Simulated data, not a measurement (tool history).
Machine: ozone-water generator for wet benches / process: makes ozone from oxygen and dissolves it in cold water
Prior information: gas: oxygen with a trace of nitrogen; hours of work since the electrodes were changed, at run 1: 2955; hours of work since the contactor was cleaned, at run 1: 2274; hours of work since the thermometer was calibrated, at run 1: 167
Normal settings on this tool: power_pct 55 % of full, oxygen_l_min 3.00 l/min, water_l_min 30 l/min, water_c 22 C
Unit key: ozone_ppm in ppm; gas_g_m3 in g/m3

run,day,power_pct,oxygen_l_min,water_l_min,water_c,hours of work since the electrodes were changed,hours of work since the contactor was cleaned,hours of work since the thermometer was calibrated,ozone_ppm,gas_g_m3
1,0.000,55,3.00,30,22,2955,2274,167,10.7,195.4
2,4.325,55,3.00,30,27,3030,2349,243,10.4,196.5
3,9.233,55,3.00,25,22,3116,2435,329,12.5,194.1
4,16.038,55,3.00,30,18,3235,2554,448,11.0,191.9
5,21.071,55,3.00,30,18,3323,2642,536,10.9,191.8
6,27.679,55,3.00,26,22,3439,2758,651,12.0,193.7
7,32.538,55,3.00,26,22,3524,2843,736,11.8,191.0
8,38.521,55,3.00,26,22,3629,2948,841,12.0,193.4
9,43.742,55,3.00,26,22,3720,3039,932,11.9,191.7
10,49.625,55,3.00,30,22,3823,3142,1035,10.2,190.2
11,52.771,55,2.89,30,22,3878,3197,1090,10.3,195.8
12,57.292,50,3.00,30,22,3957,3276,1170,9.5,178.2
# day 58.038: contactor cleaned
13,62.083,50,3.00,30,22,4038,71,1250,9.4,176.3
14,67.067,50,3.00,30,22,4125,158,1338,9.5,177.8
15,70.754,55,3.00,30,22,4190,222,1402,10.1,189.8
# day 71.833: contactor cleaned, once more
16,74.400,55,3.00,30,22,4251,45,1463,10.8,189.0
17,80.842,55,1.90,30,20,4363,158,1576,9.9,246.8
18,84.058,65,4.69,44,20,4420,214,1632,9.2,164.3
19,90.342,42,3.00,30,22,4530,324,1742,8.5,152.8
20,95.521,42,3.00,30,22,4620,414,1833,8.4,152.0
21,102.217,42,2.48,20,22,4737,532,1950,12.3,169.1
22,108.821,46,2.56,30,22,4853,647,2065,8.8,179.8
23,115.429,46,2.16,30,15,4969,763,2181,9.1,197.5
24,122.129,51,1.93,20,14,5086,880,2298,14.2,226.4
25,126.283,55,3.00,20,15,5159,953,2371,16.0,186.1
26,130.867,55,4.76,32,22,5239,1033,2451,10.2,141.4
27,133.708,55,4.76,32,22,5288,1083,2501,10.3,141.4
28,138.838,55,3.00,30,22,5378,1172,2591,10.2,186.3
29,142.604,55,3.00,30,22,5444,1238,2656,10.4,183.0
30,147.092,44,3.00,28,22,5523,1317,2735,9.3,155.3
31,151.200,84,4.11,24,24,5594,1389,2807,17.4,211.5
32,157.438,84,4.11,40,19,5704,1498,2916,11.3,212.4

Each row is a separate what-if for the run after 32, all from the same tool condition, not one after another. Results?
A,161.296,55,3.00,39,22,5771,1565,2984,?,?
B,161.296,68,2.82,40,27,5771,1565,2984,?,?
C,161.296,84,1.75,37,19,5771,1565,2984,?,?
D,161.296,55,3.00,37,22,5771,1565,2984,?,?
E,161.296,61,3.00,27,27,5771,1565,2984,?,?

run,ozone_ppm,gas_g_m3
A,8.0,184.8
B,8.6,222.9
C,10.0,343.3
D,8.3,184.3
E,11.5,197.7
Take away the tool's hidden state, keep each run's random variation, and the runs would have read:
run,ozone_ppm,gas_g_m3
A,9.2,206.7
B,10.1,255.3
C,12.0,403.0
D,9.6,206.2
E,13.4,223.8

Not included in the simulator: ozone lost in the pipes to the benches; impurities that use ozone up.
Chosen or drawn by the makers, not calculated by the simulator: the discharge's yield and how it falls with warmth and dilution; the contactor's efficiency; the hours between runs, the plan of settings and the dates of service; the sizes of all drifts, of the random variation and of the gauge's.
